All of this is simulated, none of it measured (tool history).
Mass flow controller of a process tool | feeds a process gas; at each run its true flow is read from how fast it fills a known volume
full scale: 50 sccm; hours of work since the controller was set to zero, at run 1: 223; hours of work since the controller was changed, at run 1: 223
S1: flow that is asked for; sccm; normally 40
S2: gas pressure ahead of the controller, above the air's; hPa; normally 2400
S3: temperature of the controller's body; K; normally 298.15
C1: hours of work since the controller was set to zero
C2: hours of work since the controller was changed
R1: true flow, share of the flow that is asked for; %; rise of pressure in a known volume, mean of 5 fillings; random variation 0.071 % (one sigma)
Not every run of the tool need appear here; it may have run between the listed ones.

run	hour	S1	S2	S3	C1	C2	R1
1	0	40	2400	298.15	223	223	99.83
2	80.7	40	2760	298.15	248	248	99.75
3	141.3	40	2400	298.15	266	266	99.84
4	207.5	40	2400	298.15	287	287	99.91
5	283.1	40	2400	298.15	310	310	100
6	323.3	40	2400	308.15	322	322	99.52
7	416.1	40	2400	308.15	351	351	99.56
8	497.8	40	2400	308.15	376	376	99.77
9	587.2	40	2400	308.15	403	403	99.64
10	684.1	40	2400	297.15	433	433	100.09
11	734.5	40	2100	298.15	448	448	100.08
12	788.2	40	2400	298.15	464	464	100.04
13	827.9	40	2400	298.15	476	476	100.04
14	904.2	40	2400	298.15	500	500	100.06
15	962.6	40	2400	298.15	518	518	100.07
16	1042.1	40	2400	298.15	542	542	100.14
17	1123.4	40	2400	298.15	567	567	100.1
# hour 1132: controller's zero set anew
18	1182.4	40	2400	298.15	15	585	100.16
19	1243.4	40	1850	298.15	34	603	100.27
# hour 1291.1: controller's zero set anew, once more
20	1318.6	40	1850	298.15	8	626	100.07
21	1363.1	40	2400	298.15	22	640	100
22	1408	40	2400	298.15	36	654	99.95
23	1502.4	40	2400	298.15	65	682	99.96
24	1591.2	40	2400	298.15	92	710	99.99
25	1665.4	40	2400	298.15	114	732	100.16
26	1756.9	40	2400	309.15	142	760	99.88
27	1813.5	40	2400	309.15	160	778	99.76
28	1873.9	32	1960	305.15	178	796	99.84
29	1966.5	47	2090	300.15	207	824	100.41
30	2041.8	47	2090	309.15	230	847	99.99
31	2110.2	47	2090	309.15	251	868	100.08
32	2169.3	47	2090	309.15	269	886	100.1
33	2251.1	47	2090	309.15	294	911	99.82
34	2306.1	33	2160	310.15	310	928	99.77
35	2387.9	6	2160	311.15	335	953	99.6
36	2434.3	23	2200	296.15	350	967	100.03
37	2525.2	6	2280	303.15	377	995	100.02
38	2571.5	31	2400	298.15	392	1009	100.25
39	2620.3	40	2050	298.15	407	1024	100.31
40	2708.4	32	2050	309.15	433	1051	99.8
41	2767	12	2400	308.15	451	1069	99.7
42	2860.5	12	2400	308.15	480	1098	99.73
43	2937.3	7	2430	299.15	503	1121	100.38
44	3016.7	12	2400	294.15	528	1146	100.35
45	3088.8	6	2420	298.15	550	1168	100.58
46	3156.2	5	2110	300.15	570	1188	100.68
47	3246.1	47	1850	307.15	598	1216	100.33
48	3289.7	40	1970	298.15	611	1229	100.46
49	3380.7	36	2400	311.15	639	1257	100.03

What would each run have given without the hidden state, its run-to-run variation left as it was?
What the log doesn't record here: flow at rest that the sensor doesn't see, % of full scale; true flow over the shown one, %; drift of the gauge itself on true_pct, %.
run	R1
1	99.73
2	99.62
3	99.69
4	99.75
5	99.82
6	99.33
7	99.35
8	99.53
9	99.38
10	99.81
11	99.78
12	99.73
13	99.72
14	99.72
15	99.72
16	99.77
17	99.71
18	99.73
19	99.82
20	99.8
21	99.72
22	99.66
23	99.65
24	99.66
25	99.8
26	99.51
27	99.37
28	99.41
29	99.99
30	99.55
31	99.63
32	99.63
33	99.34
34	99.23
35	98.44
36	99.4
37	98.77
38	99.63
39	99.72
40	99.15
41	98.74
42	98.73
43	98.98
44	99.28
45	98.93
46	98.76
47	99.6
48	99.69
49	99.22
